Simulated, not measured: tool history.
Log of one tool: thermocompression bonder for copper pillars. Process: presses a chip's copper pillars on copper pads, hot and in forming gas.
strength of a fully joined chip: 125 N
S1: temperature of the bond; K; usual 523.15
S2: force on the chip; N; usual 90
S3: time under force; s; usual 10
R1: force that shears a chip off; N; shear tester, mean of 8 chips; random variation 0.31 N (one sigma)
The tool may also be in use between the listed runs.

run,hour,S1,S2,S3,R1
1,0,523.15,90,10,54.6
2,47.5,523.15,90,10,54.5
3,77.2,523.15,90,10,55
# hour 109.9: force cell calibrated
4,110,523.15,90,8,53.9
5,154.8,523.15,90,8,53.2
# hour 196.6: forming gas filter changed
6,197.6,523.15,90,8,55.8
7,221.1,523.15,90,8,55.7
8,271.6,523.15,90,10,59.9
9,311.3,523.15,90,10,59.9
# hour 321.4: heater calibrated with a thermocouple chip
10,357,523.15,90,5,40.7
11,408.1,523.15,90,15,60.8
12,449.3,523.15,90,15,61.2
13,478.2,523.15,90,15,61.4
14,527.5,523.15,90,15,60.6
15,581.7,523.15,90,5,40.1
16,617.2,523.15,54,10,32.3
17,642,536.15,72,6,40.1
18,694.5,536.15,72,6,39.8
19,737.2,498.15,71,10,32.2
20,777.6,525.15,58,12,37.9
# hour 807.2: forming gas filter changed
21,826.4,499.15,58,19,35.3
22,881.9,499.15,58,19,36.2
23,912.7,499.15,58,19,35.7
24,961.7,495.15,58,9,24.5
25,991.6,545.15,97,8,64.3
26,1017.3,523.15,90,10,54
27,1062.2,520.15,134,9,69.2

Forecast each of these 4 alternatives for the next run:
A,1093.5,525.15,125,7,?
B,1093.5,523.15,132,29,?
C,1093.5,529.15,77,16,?
D,1093.5,508.15,98,8,?

run,R1
A,63.6
B,96.5
C,58.7
D,45.9
Without the tool's hidden state the same runs would have given:
run,R1
A,64.5
B,98.1
C,59.6
D,46.3

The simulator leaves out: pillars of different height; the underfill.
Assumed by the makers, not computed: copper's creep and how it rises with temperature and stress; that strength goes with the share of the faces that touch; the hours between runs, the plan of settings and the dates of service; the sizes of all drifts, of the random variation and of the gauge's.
